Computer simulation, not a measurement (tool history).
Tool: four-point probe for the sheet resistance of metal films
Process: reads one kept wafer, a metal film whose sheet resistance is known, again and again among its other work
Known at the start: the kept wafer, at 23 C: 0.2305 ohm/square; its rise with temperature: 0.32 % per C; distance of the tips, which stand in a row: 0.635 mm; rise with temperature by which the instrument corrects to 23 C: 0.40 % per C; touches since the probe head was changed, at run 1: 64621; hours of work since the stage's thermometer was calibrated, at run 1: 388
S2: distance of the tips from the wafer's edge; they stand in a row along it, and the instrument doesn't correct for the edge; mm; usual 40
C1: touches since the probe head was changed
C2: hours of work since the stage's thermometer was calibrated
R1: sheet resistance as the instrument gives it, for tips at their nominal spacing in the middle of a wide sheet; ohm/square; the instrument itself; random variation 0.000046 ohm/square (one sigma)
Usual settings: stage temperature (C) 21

Run 1, hour 0.0: usual settings; C1 64621; C2 388. Result: R1 0.230846 ohm/square.
Run 2, hour 21.7: usual settings; C1 65696; C2 401. Result: R1 0.230929 ohm/square.
Run 3, hour 63.1: usual settings but S2 23 mm; C1 67742; C2 425. Result: R1 0.231010 ohm/square.
Run 4, hour 95.6: usual settings but S2 4 mm; C1 69354; C2 443. Result: R1 0.234028 ohm/square.
Run 5, hour 116.7: usual settings but S2 9 mm; C1 70396; C2 456. Result: R1 0.231531 ohm/square.
Run 6, hour 135.3: usual settings but S2 9 mm; C1 71318; C2 466. Result: R1 0.231457 ohm/square.
Run 7, hour 159.2: usual settings but S2 9 mm; C1 72500; C2 480. Result: R1 0.231478 ohm/square.
Run 8, hour 186.1: usual settings but S2 9 mm; C1 73833; C2 496. Result: R1 0.231497 ohm/square.
Run 9, hour 208.2: usual settings but stage temperature (C) 31; C1 74923; C2 508. Result: R1 0.229087 ohm/square.
Run 10, hour 231.2: usual settings but stage temperature (C) 24; C1 76063; C2 521. Result: R1 0.230303 ohm/square.
Run 11, hour 276.3: usual settings but stage temperature (C) 24; C1 78298; C2 548. Result: R1 0.230345 ohm/square.
Run 12, hour 311.8: usual settings but stage temperature (C) 24; C1 80054; C2 568. Result: R1 0.230399 ohm/square.
Run 13, hour 344.0: usual settings but S2 28 mm; C1 81645; C2 586. Result: R1 0.230920 ohm/square.
Run 14, hour 365.5: usual settings but S2 10 mm; C1 82712; C2 599. Result: R1 0.231421 ohm/square.
Run 15, hour 390.3: usual settings but stage temperature (C) 31; C1 83936; C2 613. Result: R1 0.229025 ohm/square.
Run 16, hour 427.2: usual settings but stage temperature (C) 23, S2 64 mm; C1 85761; C2 634. Result: R1 0.230488 ohm/square.
Run 17, hour 460.4: usual settings but stage temperature (C) 23, S2 64 mm; C1 87405; C2 653. Result: R1 0.230437 ohm/square.
Run 18, hour 501.5: usual settings but stage temperature (C) 24, S2 17 mm; C1 89439; C2 677. Result: R1 0.230524 ohm/square.
Run 19, hour 530.0: usual settings but stage temperature (C) 32, S2 64 mm; C1 90852; C2 694. Result: R1 0.228930 ohm/square.
Run 20, hour 554.0: usual settings but stage temperature (C) 33, S2 47 mm; C1 92037; C2 707. Result: R1 0.228796 ohm/square.
Run 21, hour 599.0: usual settings but stage temperature (C) 19, S2 15 mm; C1 94265; C2 733. Result: R1 0.231653 ohm/square.
Run 22, hour 625.6: usual settings but stage temperature (C) 31, S2 9 mm; C1 95585; C2 749. Result: R1 0.229627 ohm/square.
Run 23, hour 656.2: usual settings but stage temperature (C) 31, S2 9 mm; C1 97099; C2 766. Result: R1 0.229583 ohm/square.
Run 24, hour 675.2: usual settings but stage temperature (C) 24, S2 26 mm; C1 98038; C2 777. Result: R1 0.230415 ohm/square.
Run 25, hour 702.4: usual settings but stage temperature (C) 32, S2 6 mm; C1 99382; C2 793. Result: R1 0.230205 ohm/square.
Run 26, hour 735.2: usual settings but stage temperature (C) 22, S2 10 mm; C1 101007; C2 812. Result: R1 0.231258 ohm/square.
Run 27, hour 765.0: usual settings but stage temperature (C) 22, S2 10 mm; C1 102482; C2 829. Result: R1 0.231229 ohm/square.
Run 28, hour 791.8: usual settings but stage temperature (C) 26, S2 39 mm; C1 103809; C2 844. Result: R1 0.230074 ohm/square.
Run 29, hour 815.0: usual settings but stage temperature (C) 34, S2 25 mm; C1 104955; C2 858. Result: R1 0.228578 ohm/square.

5 ways to go on from here, each from the tool as it stands after run 29. What would each give?
Run A, hour 842.3: usual settings but stage temperature (C) 29, S2 17 mm; C1 106309; C2 874. Result: R1 ?.
Run B, hour 842.3: usual settings but stage temperature (C) 24, S2 39 mm; C1 106309; C2 874. Result: R1 ?.
Run C, hour 842.3: usual settings but stage temperature (C) 33, S2 6 mm; C1 106309; C2 874. Result: R1 ?.
Run D, hour 842.3: usual settings but stage temperature (C) 32, S2 26 mm; C1 106309; C2 874. Result: R1 ?.
Run E, hour 842.3: usual settings but stage temperature (C) 23, S2 31 mm; C1 106309; C2 874. Result: R1 ?.

run        R1
  A  0.229593
  B  0.230429
  C  0.230078
  D  0.228931
  E  0.230556
Without the tool's hidden state the same runs would have given:
run        R1
  A  0.229588
  B  0.230424
  C  0.230073
  D  0.228926
  E  0.230551

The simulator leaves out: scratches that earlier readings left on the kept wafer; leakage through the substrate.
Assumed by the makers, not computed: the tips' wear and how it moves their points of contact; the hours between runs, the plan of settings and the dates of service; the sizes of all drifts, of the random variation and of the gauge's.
